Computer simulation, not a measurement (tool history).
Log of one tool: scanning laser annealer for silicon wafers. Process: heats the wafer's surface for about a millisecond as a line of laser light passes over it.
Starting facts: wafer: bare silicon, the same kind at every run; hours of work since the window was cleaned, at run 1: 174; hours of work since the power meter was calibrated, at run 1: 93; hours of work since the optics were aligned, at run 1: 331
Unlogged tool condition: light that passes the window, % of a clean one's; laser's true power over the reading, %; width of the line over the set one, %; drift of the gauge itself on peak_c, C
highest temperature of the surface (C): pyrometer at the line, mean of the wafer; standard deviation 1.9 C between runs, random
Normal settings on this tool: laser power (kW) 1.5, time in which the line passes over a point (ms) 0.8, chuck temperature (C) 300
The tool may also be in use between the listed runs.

run	day	laser power (kW)	time in which the line passes over a point (ms)	chuck temperature (C)	hours of work since the window was cleaned	hours of work since the power meter was calibrated	hours of work since the optics were aligned	highest temperature of the surface (C)
1	0	1.5	0.8	300	174	93	331	1093
2	0.95	1.5	0.8	300	184	104	342	1088
3	1.542	1.449	0.8	300	191	110	348	1054
4	2.708	1.378	0.8	300	203	123	361	1011
5	4.021	1.5	0.8	300	218	138	375	1084
6	4.588	1.5	0.8	300	224	144	382	1084
7	5.871	1.5	0.8	300	238	158	396	1082
8	6.717	1.553	0.8	300	247	167	405	1114
9	7.325	1.553	0.8	300	254	174	412	1108
# day 7.65: optics aligned, line set to its width
10	8.104	1.553	0.8	300	260	180	5	1108
11	9.392	1.553	0.8	300	275	194	19	1105
12	9.954	1.553	0.8	300	281	200	25	1107
13	10.854	1.5	0.652	300	291	210	35	983
# day 11.617: optics aligned, line set to its width, once more
14	12.362	1.524	0.844	273	305	224	8	1083
# day 13.038: window over the wafer cleaned
15	13.138	1.5	0.613	287	1	232	16	1010
16	14.425	1.5	0.613	287	15	246	30	1000
17	15.592	1.5	0.613	287	28	259	43	998
18	16.538	1.5	0.63	282	38	269	53	1005
19	17.142	1.5	0.63	282	45	276	60	1006
20	17.992	1.5	0.75	282	54	285	69	1077
21	19.225	1.456	0.865	289	68	299	83	1120
22	20.133	1.442	0.8	300	78	309	93	1079
23	21.112	1.442	0.8	300	89	320	103	1079

Consider 5 possible next runs. They are alternatives, not a sequence: every one starts from the tool as it was left by run 23. What does each give?
A	22.429	1.442	0.608	279	103	334	118	?
B	22.429	1.283	0.892	300	103	334	118	?
C	22.429	1.5	0.878	260	103	334	118	?
D	22.429	1.442	0.836	283	103	334	118	?
E	22.429	1.328	0.8	300	103	334	118	?

run	highest temperature of the surface (C)
A	944
B	1013
C	1120
D	1077
E	1005
Had the tool no hidden state, the same runs would have come out as:
run	highest temperature of the surface (C)
A	960
B	1030
C	1140
D	1096
E	1022
